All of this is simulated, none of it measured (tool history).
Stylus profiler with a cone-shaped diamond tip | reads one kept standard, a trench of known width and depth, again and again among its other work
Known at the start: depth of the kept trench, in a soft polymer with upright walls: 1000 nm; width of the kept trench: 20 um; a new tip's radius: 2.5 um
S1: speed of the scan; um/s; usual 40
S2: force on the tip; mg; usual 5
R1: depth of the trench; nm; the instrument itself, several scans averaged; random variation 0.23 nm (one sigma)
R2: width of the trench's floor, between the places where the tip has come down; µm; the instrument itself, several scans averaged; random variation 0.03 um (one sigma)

run,hour,S1,S2,R1,R2
1,0,40,5,1022.42,15.89
2,47.3,40,5,1021.94,15.92
3,153.2,47,5,1022.43,15.86
4,256.8,47,5,1022.28,15.88
5,332.2,40,5,1022.55,15.87
6,403,40,5,1022.54,15.89
7,446.6,40,5,1022.43,15.85
8,546.9,40,5,1022.31,15.9
9,594,40,5,1022.31,15.89
10,661.7,40,5,1022.04,15.86
11,757.9,13,1.7,1011.02,15.89
12,859.6,101,4.39,1020.24,15.73
13,906.6,10,7.96,1030.26,16
14,997.6,10,7.96,1030.62,15.98
15,1053.3,40,8.12,1030.85,15.91
16,1104.8,135,11.05,1038.06,15.79

4 ways to go on from here, each from the tool as it stands after run 16. What would each give?
A,1151.5,40,5.77,?,?
B,1151.5,40,5.27,?,?
C,1151.5,40,4.32,?,?
D,1151.5,31,3.41,?,?

run,R1,R2
A,1024.57,15.91
B,1023.3,15.88
C,1020.29,15.93
D,1017.53,15.93
Without the tool's hidden state the same runs would have given:
run,R1,R2
A,1024.54,15.92
B,1023.27,15.89
C,1020.26,15.94
D,1017.5,15.94

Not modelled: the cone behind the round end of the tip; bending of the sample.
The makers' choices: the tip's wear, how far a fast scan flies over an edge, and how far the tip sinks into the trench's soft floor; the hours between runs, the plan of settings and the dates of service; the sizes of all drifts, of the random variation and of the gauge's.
